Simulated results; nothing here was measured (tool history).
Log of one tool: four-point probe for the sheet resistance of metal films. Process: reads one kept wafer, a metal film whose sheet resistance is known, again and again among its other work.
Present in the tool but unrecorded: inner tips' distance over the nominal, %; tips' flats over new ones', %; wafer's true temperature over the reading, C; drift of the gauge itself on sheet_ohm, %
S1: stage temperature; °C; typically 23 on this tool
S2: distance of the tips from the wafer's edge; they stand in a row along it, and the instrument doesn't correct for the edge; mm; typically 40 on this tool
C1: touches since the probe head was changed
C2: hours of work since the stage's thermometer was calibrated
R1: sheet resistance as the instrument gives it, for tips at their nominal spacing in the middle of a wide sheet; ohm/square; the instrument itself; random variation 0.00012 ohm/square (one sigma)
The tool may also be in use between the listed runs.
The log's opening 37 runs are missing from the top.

run	hour	S1	S2	C1	C2	R1
38	1196.1	26	6	84088	1015	0.588824
39	1231.4	34	6	85438	1035	0.591787
# hour 1238.6: new probe head fitted
40	1269.1	34	6	1162	1056	0.582071
41	1305.1	34	6	2537	1077	0.582186
42	1342.2	34	6	3956	1098	0.582545
43	1363.4	26	48	4767	1110	0.577738
44	1392.8	32	16	5888	1127	0.580321
45	1423.3	32	64	7052	1144	0.579964

Forecast each of these 4 alternatives for the next run:
A	1452.9	31	17	8182	1161	?
B	1452.9	21	24	8182	1161	?
C	1452.9	32	42	8182	1161	?
D	1452.9	25	5	8182	1161	?

run	R1
A	0.579954
B	0.576558
C	0.579872
D	0.580987
Without the tool's unlogged condition, the same runs would have read:
run	R1
A	0.578534
B	0.575116
C	0.578455
D	0.579547
